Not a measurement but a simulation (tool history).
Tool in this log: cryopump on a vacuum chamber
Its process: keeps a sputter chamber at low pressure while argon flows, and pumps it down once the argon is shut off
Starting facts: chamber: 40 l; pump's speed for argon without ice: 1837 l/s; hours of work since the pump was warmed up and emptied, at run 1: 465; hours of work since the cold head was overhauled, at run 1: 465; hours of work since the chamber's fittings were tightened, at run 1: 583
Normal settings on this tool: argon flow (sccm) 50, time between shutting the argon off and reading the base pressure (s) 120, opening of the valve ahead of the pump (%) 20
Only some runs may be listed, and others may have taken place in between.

| run | hour | argon flow (sccm) | time between shutting the argon off and reading the base pressure (s) | opening of the valve ahead of the pump (%) | hours of work since the pump was warmed up and emptied | hours of work since the cold head was overhauled | hours of work since the chamber's fittings were tightened | pressure while argon flows (Pa) | pressure after the wait (uPa) |
|---|---|---|---|---|---|---|---|---|---|
| 1 | 0 | 50 | 120 | 20 | 465 | 465 | 583 | 0.2387 | 1.18 |
| 2 | 12.7 | 50 | 120 | 20 | 472 | 472 | 590 | 0.2374 | 1.17 |
| 3 | 26.1 | 50 | 120 | 18 | 480 | 480 | 598 | 0.2646 | 1.21 |
| 4 | 41.1 | 50 | 120 | 18 | 488 | 488 | 606 | 0.2649 | 1.19 |
| 5 | 60.8 | 50 | 120 | 18 | 500 | 500 | 618 | 0.264 | 1.2 |
| 6 | 78.8 | 50 | 120 | 18 | 510 | 510 | 628 | 0.2632 | 1.24 |
| 7 | 94.3 | 48 | 120 | 20 | 519 | 519 | 637 | 0.2287 | 1.24 |
| 8 | 112.2 | 50 | 120 | 19 | 529 | 529 | 647 | 0.249 | 1.23 |
| 9 | 126 | 50 | 120 | 19 | 536 | 536 | 654 | 0.251 | 1.31 |
| 10 | 139.6 | 50 | 120 | 19 | 544 | 544 | 662 | 0.2524 | 1.27 |
| 11 | 148.8 | 50 | 120 | 20 | 549 | 549 | 667 | 0.2411 | 1.29 |
| 12 | 164.2 | 50 | 28 | 20 | 558 | 558 | 676 | 0.2383 | 2.48 |
| 13 | 182.4 | 50 | 28 | 20 | 568 | 568 | 686 | 0.2395 | 2.53 |
| 14 | 192.3 | 50 | 28 | 20 | 574 | 574 | 692 | 0.238 | 2.59 |
| 15 | 206 | 50 | 28 | 20 | 582 | 582 | 700 | 0.2401 | 2.6 |
| 16 | 222.5 | 24 | 28 | 20 | 591 | 591 | 709 | 0.1163 | 2.66 |
| 17 | 244 | 20 | 114 | 36 | 603 | 603 | 721 | 0.055 | 1.36 |
| 18 | 254.7 | 62 | 83 | 45 | 609 | 609 | 727 | 0.1389 | 1.6 |
| 19 | 273.4 | 50 | 105 | 20 | 620 | 620 | 738 | 0.2422 | 1.44 |
| 20 | 291.3 | 50 | 105 | 24 | 630 | 630 | 748 | 0.2031 | 1.46 |
| 21 | 309.9 | 25 | 134 | 17 | 640 | 640 | 758 | 0.1412 | 1.38 |
| 22 | 323.4 | 24 | 134 | 17 | 648 | 648 | 766 | 0.1343 | 1.4 |
| 23 | 341.7 | 21 | 58 | 55 | 658 | 658 | 776 | 0.0396 | 1.84 |
| 24 | 352.4 | 21 | 48 | 55 | 664 | 664 | 782 | 0.0395 | 2.05 |
| 25 | 365.7 | 50 | 246 | 20 | 672 | 672 | 790 | 0.2426 | 1.26 |
| 26 | 374.6 | 50 | 36 | 20 | 677 | 677 | 795 | 0.242 | 2.43 |
| 27 | 384.5 | 98 | 29 | 20 | 682 | 682 | 800 | 0.4756 | 2.68 |
| 28 | 397 | 59 | 29 | 20 | 689 | 689 | 807 | 0.2849 | 2.74 |
| 29 | 413.5 | 34 | 120 | 28 | 699 | 699 | 817 | 0.12 | 1.58 |
|  | 429.6 | pump warmed up, emptied and cooled again |
| 30 | 430.1 | 58 | 120 | 20 | 0 | 705 | 823 | 0.2665 | 1.3 |
| 31 | 440.4 | 79 | 241 | 17 | 6 | 711 | 829 | 0.4254 | 1.06 |
| 32 | 449.4 | 100 | 176 | 30 | 11 | 716 | 834 | 0.3092 | 1.19 |

Here are 5 independent what-if runs from the current tool condition. What would each one return?
| A | 465.4 | 50 | 61 | 33 | 20 | 725 | 843 | ? | ? |
| B | 465.4 | 50 | 179 | 52 | 20 | 725 | 843 | ? | ? |
| C | 465.4 | 50 | 147 | 59 | 20 | 725 | 843 | ? | ? |
| D | 465.4 | 28 | 120 | 20 | 20 | 725 | 843 | ? | ? |
| E | 465.4 | 33 | 142 | 48 | 20 | 725 | 843 | ? | ? |

| run | pressure while argon flows (Pa) | pressure after the wait (uPa) |
|---|---|---|
| A | 0.1415 | 1.65 |
| B | 0.0891 | 1.17 |
| C | 0.0798 | 1.18 |
| D | 0.1288 | 1.31 |
| E | 0.0637 | 1.22 |
Take away the tool's hidden state, keep each run's random variation, and the runs would have read:
| run | pressure while argon flows (Pa) | pressure after the wait (uPa) |
|---|---|---|
| A | 0.1408 | 0.92 |
| B | 0.0884 | 0.41 |
| C | 0.0791 | 0.46 |
| D | 0.1284 | 0.54 |
| E | 0.0633 | 0.47 |
